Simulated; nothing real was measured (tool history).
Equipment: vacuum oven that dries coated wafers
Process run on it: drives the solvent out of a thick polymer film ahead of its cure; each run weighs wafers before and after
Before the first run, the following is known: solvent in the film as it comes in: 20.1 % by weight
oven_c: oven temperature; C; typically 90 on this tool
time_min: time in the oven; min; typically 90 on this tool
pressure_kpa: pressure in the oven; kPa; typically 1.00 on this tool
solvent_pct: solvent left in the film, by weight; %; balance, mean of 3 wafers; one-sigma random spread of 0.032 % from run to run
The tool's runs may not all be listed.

run,hour,oven_c,time_min,pressure_kpa,solvent_pct
1,0.0,90,90,1.00,3.56
2,79.2,90,90,1.00,3.48
3,130.6,79,90,1.00,7.56
4,207.1,90,90,1.00,3.51
5,272.9,90,90,2.02,3.91
6,343.6,90,90,2.02,3.83
7,428.1,90,90,3.50,4.41
8,498.1,100,90,3.50,1.93
9,607.4,100,90,3.50,1.94
# hour 664.8: vacuum gauge cleaned of residue and calibrated
10,716.5,100,90,3.50,1.92
11,810.2,100,90,3.50,1.91
12,901.8,90,90,1.00,3.38
13,950.0,90,90,1.00,3.41
# hour 1015.1: vacuum gauge cleaned of residue and calibrated, once more
14,1060.3,90,90,1.00,3.12
15,1130.4,90,90,1.00,3.05
16,1215.7,104,90,1.00,0.51
17,1311.5,103,90,1.00,0.60
18,1356.2,103,90,1.00,0.62
19,1414.9,103,90,1.00,0.63
20,1468.9,103,90,1.00,0.60
21,1563.8,95,90,1.00,1.82
# hour 1617.4: oven's thermocouples calibrated
22,1650.3,90,90,1.00,3.74
23,1755.4,90,90,1.00,3.68
24,1812.7,102,90,1.86,1.23
25,1876.3,102,90,1.86,1.26
26,1976.6,102,95,0.55,0.71
27,2070.2,90,103,1.67,3.29
28,2134.1,90,71,0.74,4.84
29,2212.4,81,58,0.91,9.41
30,2311.7,90,107,1.53,3.08
31,2356.4,90,107,1.53,3.05
32,2445.9,94,90,3.39,3.29
33,2509.1,94,90,3.39,3.27
34,2614.4,85,71,2.48,7.31
35,2697.4,85,51,2.48,9.07
36,2773.1,86,65,1.11,6.82
37,2822.3,86,65,1.11,6.83
# hour 2833.1: vacuum gauge cleaned of residue and calibrated
38,2873.1,86,91,1.11,4.60
39,2978.3,90,54,0.92,6.13
40,3047.7,90,54,0.92,6.05
41,3112.8,90,54,0.92,6.07
42,3203.4,94,90,2.26,2.60
# hour 3234.8: oven's thermocouples calibrated
43,3306.4,79,90,1.00,7.66
44,3412.4,79,90,1.00,7.66
45,3482.6,87,90,1.56,4.78
46,3557.7,85,45,3.26,9.94

Below are 3 alternative next runs, each starting from the tool's condition after run 46. Predict each:
A,3643.2,82,58,1.18,?
B,3643.2,85,78,3.26,?
C,3643.2,85,98,0.51,?

run,solvent_pct
A,8.88
B,6.93
C,4.55
Take away the tool's hidden state, keep each run's random variation, and the runs would have read:
run,solvent_pct
A,8.98
B,7.04
C,4.64
